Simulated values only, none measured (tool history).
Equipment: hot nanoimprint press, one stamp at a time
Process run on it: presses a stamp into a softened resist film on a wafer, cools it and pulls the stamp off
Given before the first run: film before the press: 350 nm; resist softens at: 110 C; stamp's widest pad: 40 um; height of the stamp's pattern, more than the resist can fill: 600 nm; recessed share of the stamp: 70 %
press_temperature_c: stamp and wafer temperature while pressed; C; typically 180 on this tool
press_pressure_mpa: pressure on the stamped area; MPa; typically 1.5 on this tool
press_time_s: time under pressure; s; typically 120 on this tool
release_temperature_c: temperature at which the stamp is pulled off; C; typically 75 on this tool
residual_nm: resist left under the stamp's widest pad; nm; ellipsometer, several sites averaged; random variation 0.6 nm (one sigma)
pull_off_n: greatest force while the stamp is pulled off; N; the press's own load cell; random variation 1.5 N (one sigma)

| run | hour | press_temperature_c | press_pressure_mpa | press_time_s | release_temperature_c | residual_nm | pull_off_n |
|---|---|---|---|---|---|---|---|
| 1 | 0 | 180 | 1.5 | 120 | 75 | 181.8 | 100 |
| 2 | 24.6 | 180 | 1.5 | 120 | 75 | 181.7 | 100 |
| 3 | 45.1 | 180 | 1.5 | 120 | 75 | 180.6 | 101 |
| 4 | 59.8 | 180 | 1.5 | 120 | 75 | 180.9 | 103 |
| 5 | 74.9 | 180 | 1.5 | 120 | 75 | 181.5 | 103 |
| 6 | 90.8 | 180 | 1.5 | 120 | 65 | 180.4 | 108 |
| 7 | 110.3 | 180 | 1.5 | 120 | 65 | 182.5 | 107 |
| 8 | 126.6 | 180 | 1.5 | 120 | 65 | 181.6 | 110 |
| 9 | 142.8 | 180 | 1.5 | 163 | 75 | 162.7 | 101 |
| 10 | 167.2 | 180 | 1.5 | 163 | 75 | 161.9 | 102 |
| 11 | 188.1 | 180 | 1.5 | 120 | 75 | 181.3 | 104 |
| 12 | 204.5 | 180 | 1.5 | 128 | 75 | 177 | 103 |
|  | 223.8 | plate thermocouple calibrated |
| 13 | 226.5 | 180 | 1.5 | 128 | 75 | 177.1 | 101 |
| 14 | 250.6 | 180 | 1.5 | 120 | 75 | 181 | 103 |
| 15 | 270.4 | 180 | 1.5 | 186 | 75 | 156.5 | 102 |
| 16 | 287.8 | 180 | 1.1 | 186 | 75 | 179.6 | 103 |
| 17 | 300 | 180 | 1.1 | 122 | 75 | 205.7 | 101 |
| 18 | 314.8 | 180 | 1.07 | 88 | 74 | 229.3 | 105 |
| 19 | 328.7 | 180 | 1.07 | 88 | 74 | 230.1 | 106 |
| 20 | 350.2 | 180 | 1.73 | 114 | 75 | 174.9 | 101 |
| 21 | 364.2 | 180 | 1.73 | 114 | 75 | 173.6 | 104 |
| 22 | 382.9 | 188 | 0.99 | 114 | 75 | 167 | 101 |

The next listed run, before its measurement:
| 23 | 406.5 | 188 | 0.99 | 114 | 77 | ? | ? |

{"run 23": {"residual_nm": 166.9, "pull_off_n": 102}}
The same run, on a tool lacking any hidden state, would have yielded residual_nm 167 nm, pull_off_n 101 N.

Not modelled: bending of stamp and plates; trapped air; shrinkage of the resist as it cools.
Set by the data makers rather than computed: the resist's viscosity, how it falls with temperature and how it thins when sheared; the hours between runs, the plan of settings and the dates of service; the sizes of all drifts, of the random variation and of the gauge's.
